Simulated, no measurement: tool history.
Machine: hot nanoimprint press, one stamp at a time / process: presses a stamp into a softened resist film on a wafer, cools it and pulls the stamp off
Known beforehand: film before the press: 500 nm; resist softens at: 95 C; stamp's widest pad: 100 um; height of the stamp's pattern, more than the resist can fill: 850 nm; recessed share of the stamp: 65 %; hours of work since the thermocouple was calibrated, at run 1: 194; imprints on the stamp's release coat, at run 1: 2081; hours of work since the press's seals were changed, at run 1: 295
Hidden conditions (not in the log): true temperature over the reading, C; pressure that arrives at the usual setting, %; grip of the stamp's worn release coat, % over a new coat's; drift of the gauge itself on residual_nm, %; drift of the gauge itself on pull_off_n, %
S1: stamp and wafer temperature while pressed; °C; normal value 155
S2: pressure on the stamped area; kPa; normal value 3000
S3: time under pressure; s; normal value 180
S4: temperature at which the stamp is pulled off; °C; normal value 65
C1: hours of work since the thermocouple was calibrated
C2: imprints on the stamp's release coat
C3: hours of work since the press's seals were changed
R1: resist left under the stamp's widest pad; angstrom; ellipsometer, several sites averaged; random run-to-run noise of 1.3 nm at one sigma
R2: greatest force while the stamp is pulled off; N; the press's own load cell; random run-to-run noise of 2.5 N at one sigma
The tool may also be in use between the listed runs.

| run | hour | S1 | S2 | S3 | S4 | C1 | C2 | C3 | R1 | R2 |
|---|---|---|---|---|---|---|---|---|---|---|
| 1 | 0.0 | 155 | 3000 | 180 | 65 | 194 | 2081 | 295 | 3014 | 115 |
| 2 | 13.9 | 155 | 3000 | 180 | 65 | 200 | 2133 | 301 | 2969 | 117 |
| 3 | 30.1 | 155 | 3000 | 180 | 65 | 208 | 2192 | 309 | 2966 | 122 |
| 4 | 50.9 | 155 | 3000 | 180 | 65 | 217 | 2269 | 318 | 2987 | 118 |
| 5 | 71.3 | 155 | 3300 | 180 | 65 | 227 | 2345 | 328 | 2841 | 114 |
| 6 | 83.0 | 155 | 3300 | 180 | 65 | 232 | 2388 | 333 | 2842 | 113 |
|  | 94.7 | stamp cleaned and given a new release coat |
| 7 | 106.8 | 167 | 3300 | 180 | 65 | 241 | 45 | 342 | 1804 | 116 |
| 8 | 117.3 | 155 | 3000 | 180 | 65 | 245 | 83 | 346 | 2966 | 115 |
| 9 | 133.4 | 155 | 3000 | 180 | 65 | 253 | 143 | 354 | 2925 | 113 |
| 10 | 142.7 | 155 | 3000 | 180 | 65 | 257 | 177 | 358 | 2957 | 114 |
| 11 | 157.2 | 155 | 3000 | 180 | 72 | 264 | 231 | 365 | 2961 | 109 |
| 12 | 176.3 | 155 | 3000 | 180 | 72 | 273 | 301 | 374 | 2906 | 109 |
|  | 177.3 | gauge calibrated |
| 13 | 188.7 | 155 | 3000 | 180 | 72 | 279 | 347 | 380 | 3001 | 112 |
| 14 | 197.5 | 155 | 1840 | 180 | 65 | 283 | 379 | 384 | 3533 | 119 |
| 15 | 207.0 | 155 | 3000 | 180 | 65 | 287 | 414 | 388 | 2986 | 118 |
| 16 | 224.1 | 155 | 2580 | 194 | 58 | 295 | 477 | 396 | 3072 | 121 |
| 17 | 237.2 | 155 | 2580 | 194 | 72 | 301 | 526 | 402 | 3082 | 108 |
| 18 | 254.0 | 155 | 2580 | 194 | 72 | 309 | 588 | 410 | 3112 | 112 |
| 19 | 272.1 | 154 | 2440 | 194 | 72 | 317 | 655 | 418 | 3225 | 109 |
| 20 | 285.0 | 154 | 2440 | 194 | 72 | 323 | 702 | 424 | 3213 | 106 |
| 21 | 305.8 | 154 | 2440 | 194 | 72 | 333 | 779 | 434 | 3226 | 110 |
| 22 | 321.9 | 155 | 3000 | 201 | 59 | 340 | 838 | 441 | 2833 | 123 |
|  | 331.1 | plate thermocouple calibrated |
| 23 | 339.5 | 155 | 3000 | 201 | 59 | 4 | 892 | 448 | 2822 | 121 |
| 24 | 353.7 | 155 | 2850 | 129 | 65 | 10 | 945 | 455 | 3266 | 122 |
| 25 | 371.0 | 155 | 4160 | 155 | 65 | 19 | 1009 | 463 | 2658 | 119 |
| 26 | 380.1 | 155 | 4160 | 155 | 65 | 23 | 1042 | 467 | 2692 | 117 |
| 27 | 392.9 | 161 | 2030 | 181 | 65 | 29 | 1089 | 473 | 2754 | 111 |
| 28 | 402.9 | 161 | 2030 | 168 | 65 | 33 | 1126 | 478 | 2851 | 114 |
| 29 | 420.4 | 161 | 2030 | 168 | 65 | 41 | 1191 | 486 | 2821 | 117 |

Branching from run 29: 4 alternative next runs. What would each branch give?
| A | 434.0 | 155 | 2030 | 134 | 58 | 48 | 1241 | 492 | ? | ? |
| B | 434.0 | 143 | 1960 | 293 | 65 | 48 | 1241 | 492 | ? | ? |
| C | 434.0 | 144 | 2500 | 113 | 65 | 48 | 1241 | 492 | ? | ? |
| D | 434.0 | 155 | 3000 | 180 | 63 | 48 | 1241 | 492 | ? | ? |

| run | R1 | R2 |
|---|---|---|
| A | 3540 | 127 |
| B | 4077 | 111 |
| C | 4355 | 115 |
| D | 2890 | 119 |
What these runs would have given with no unlogged condition in the tool:
| run | R1 | R2 |
|---|---|---|
| A | 3679 | 126 |
| B | 4238 | 110 |
| C | 4528 | 114 |
| D | 3002 | 118 |

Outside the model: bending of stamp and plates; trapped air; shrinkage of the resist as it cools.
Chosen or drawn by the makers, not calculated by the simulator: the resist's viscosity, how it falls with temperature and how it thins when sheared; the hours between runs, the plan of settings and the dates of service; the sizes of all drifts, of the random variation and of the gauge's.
